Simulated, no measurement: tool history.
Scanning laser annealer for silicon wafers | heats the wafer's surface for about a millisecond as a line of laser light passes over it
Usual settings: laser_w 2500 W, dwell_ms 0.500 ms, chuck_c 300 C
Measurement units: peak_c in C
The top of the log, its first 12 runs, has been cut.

run   hour  laser_w  dwell_ms  chuck_c  peak_c
 13  345.2     2500     0.500      300    1058
 14  383.2     2500     0.500      300    1056
 15  411.9     2500     0.500      279    1030
 16  448.4     2500     0.500      279    1026
 17  479.9     2500     0.500      300    1046
 18  513.8     2500     0.500      329    1067
 19  533.7     2420     0.523      273    1003
 20  563.4     2438     0.434      300     961
     569.4  -- laser's power meter calibrated
 21  590.2     2438     0.353      308     893
 22  630.1     2462     0.522      300    1037
 23  663.4     2714     0.363      300     971
 24  695.7     2500     0.459      296     986
     730.7  -- laser's power meter calibrated, once more
 25  737.7     2476     0.618      326    1124
 26  769.6     2187     0.618      326    1013
     807.0  -- optics aligned, line set to its width
 27  815.0     2621     0.618      297    1151
     854.2  -- window over the wafer cleaned
 28  854.2     2630     0.482      300    1094
 29  881.1     2500     0.500      299    1061
 30  908.3     2500     0.500      315    1075
 31  932.2     2417     0.449      288     974
 32  966.5     2737     0.381      296    1018
 33  985.3     2500     0.440      291     994

Each row is a separate what-if for the run after 33, all from the same tool condition, not one after another. Results?
  A  1014.5     2750     0.500      339       ?
  B  1014.5     2515     0.444      287       ?
  C  1014.5     2500     0.500      293       ?
  D  1014.5     2564     0.507      273       ?
  E  1014.5     2239     0.500      331       ?

run  peak_c
  A    1176
  B     995
  C    1041
  D    1053
  E     991
With no hidden state in the tool, these same runs would have given:
run  peak_c
  A    1198
  B    1013
  C    1060
  D    1073
  E    1008
